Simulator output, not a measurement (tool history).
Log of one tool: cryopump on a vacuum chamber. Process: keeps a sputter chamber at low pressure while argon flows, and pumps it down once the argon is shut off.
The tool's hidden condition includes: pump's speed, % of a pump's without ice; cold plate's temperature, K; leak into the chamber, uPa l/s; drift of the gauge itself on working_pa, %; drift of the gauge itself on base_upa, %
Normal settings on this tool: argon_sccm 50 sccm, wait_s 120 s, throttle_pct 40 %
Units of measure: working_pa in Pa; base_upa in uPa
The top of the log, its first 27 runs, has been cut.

run,day,argon_sccm,wait_s,throttle_pct,hours of work since the pump was warmed up and emptied,hours of work since the cold head was overhauled,hours of work since the chamber's fittings were tightened,working_pa,base_upa
28,13.867,50,226,24,268,268,1848,0.1618,1.60
29,14.325,50,226,24,273,273,1853,0.1597,1.63
30,14.738,37,27,40,277,277,1857,0.0717,3.65
31,15.392,37,27,40,284,284,1864,0.0719,3.75
32,15.725,37,27,40,288,288,1868,0.0721,3.72
33,16.308,50,116,16,294,294,1874,0.2380,1.94
34,16.783,50,116,16,299,299,1879,0.2372,1.98
35,17.196,50,52,57,304,304,1884,0.0678,2.64

Predict each of these 3 candidate next runs independently; none follows another, all start after run 35:
A,17.683,50,94,57,309,309,1889,?,?
B,17.683,50,52,27,309,309,1889,?,?
C,17.683,22,155,59,309,309,1889,?,?

run,working_pa,base_upa
A,0.0690,2.04
B,0.1430,2.69
C,0.0291,1.85
With the hidden condition removed and each run's random variation left untouched, the same runs would have given:
run,working_pa,base_upa
A,0.0664,0.77
B,0.1404,1.36
C,0.0280,0.56
